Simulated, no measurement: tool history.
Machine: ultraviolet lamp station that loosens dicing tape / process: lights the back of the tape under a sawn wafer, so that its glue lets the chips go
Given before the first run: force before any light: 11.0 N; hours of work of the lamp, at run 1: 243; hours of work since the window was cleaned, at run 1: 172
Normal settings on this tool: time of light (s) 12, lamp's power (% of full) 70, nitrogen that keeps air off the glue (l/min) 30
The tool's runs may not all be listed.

run   hour  time of light (s)  lamp's power (% of full)  nitrogen that keeps air off the glue (l/min)  hours of work of the lamp  hours of work since the window was cleaned  force that peels the tape off (N)  light that reached the tape (J/m2)
  1    0.0                 12                        70                                            30                        243                                         172                              0.473                                4380
  2   20.1                 12                        70                                            30                        259                                         188                              0.511                                4350
  3   33.0                 12                        70                                            30                        269                                         198                              0.491                                4330
  4   46.9                 12                        62                                            30                        279                                         209                              0.672                                3820
  5   62.5                 12                        62                                            30                        291                                         221                              0.673                                3800
  6   75.4                 12                        62                                            30                        301                                         230                              0.697                                3760
  7   95.0                 12                        62                                            30                        316                                         246                              0.679                                3720
  8  111.3                 12                        62                                            30                        329                                         258                              0.699                                3720
  9  137.6                 12                        62                                            30                        349                                         278                              0.737                                3710
 10  154.4                 12                        62                                            30                        362                                         291                              0.700                                3650
 11  176.7                 12                        62                                            30                        379                                         308                              0.743                                3600
 12  197.4                 12                        94                                            30                        395                                         324                              0.273                                5490
 13  221.7                 12                        94                                            30                        414                                         343                              0.270                                5400
 14  245.8                 12                        94                                            30                        432                                         361                              0.282                                5390
 15  266.4                 16                        70                                            30                        448                                         377                              0.274                                5270
 16  287.4                 16                        77                                            30                        464                                         393                              0.235                                5770
 17  300.7                 16                        77                                            30                        474                                         404                              0.238                                5780
     303.9  -- window cleaned of glue's vapour
 18  319.5                 16                        77                                            30                        489                                          12                              0.285                                5440
 19  344.0                 16                        77                                            30                        507                                          31                              0.281                                5300
 20  367.6                 12                        90                                            30                        526                                          49                              0.404                                4640
     386.8  -- window cleaned of glue's vapour, once more
 21  390.8                 12                        90                                            30                        543                                           3                              0.272                                5470
 22  408.0                 20                        74                                            12                        556                                          16                              0.221                                7520
 23  436.4                 11                        70                                            40                        578                                          38                              0.546                                3820
 24  460.7                 11                        83                                            34                        597                                          57                              0.394                                4480
 25  488.6                 17                        93                                            17                        618                                          78                              0.168                                7760
 26  512.1                  7                        70                                            30                        636                                          96                              1.767                                2390
 27  532.7                 12                        91                                            13                        652                                         112                              0.478                                5240
 28  544.5                 12                        89                                            30                        661                                         121                              0.331                                5160
 29  566.7                 12                        83                                            30                        678                                         138                              0.390                                4770
 30  581.6                  7                        78                                            30                        690                                         150                              1.518                                2620
 31  607.6                 12                        88                                            30                        710                                         170                              0.341                                4900
 32  623.1                 12                        70                                            33                        722                                         182                              0.594                                3970
 33  646.7                 19                        70                                            14                        740                                         200                              0.321                                6190
 34  672.1                  6                        80                                            20                        759                                         219                              2.315                                2260
 35  692.6                 19                        80                                            20                        775                                         235                              0.205                                7040

Each run again, without the hidden state but with its own random variation kept:
Unlogged tool condition in this case: lamp's light, % of a new lamp's; light that the window lets through, % of a clean one's; drift of the gauge itself on peel_n, %; drift of the gauge itself on dose_mj_cm2, %.
run  force that peels the tape off (N)  light that reached the tape (J/m2)
  1                              0.379                                4790
  2                              0.402                                4780
  3                              0.380                                4790
  4                              0.519                                4240
  5                              0.511                                4240
  6                              0.525                                4220
  7                              0.504                                4190
  8                              0.511                                4220
  9                              0.529                                4240
 10                              0.494                                4200
 11                              0.515                                4180
 12                              0.196                                6410
 13                              0.192                                6360
 14                              0.194                                6390
 15                              0.182                                6310
 16                              0.167                                6940
 17                              0.167                                6990
 18                              0.170                                7040
 19                              0.161                                6940
 20                              0.215                                6130
 21                              0.215                                6110
 22                              0.179                                8430
 23                              0.399                                4320
 24                              0.282                                5120
 25                              0.140                                8940
 26                              1.337                                2770
 27                              0.323                                6120
 28                              0.232                                6050
 29                              0.261                                5640
 30                              1.071                                3110
 31                              0.225                                5880
 32                              0.371                                4780
 33                              0.212                                7510
 34                              1.654                                2760
 35                              0.153                                8680
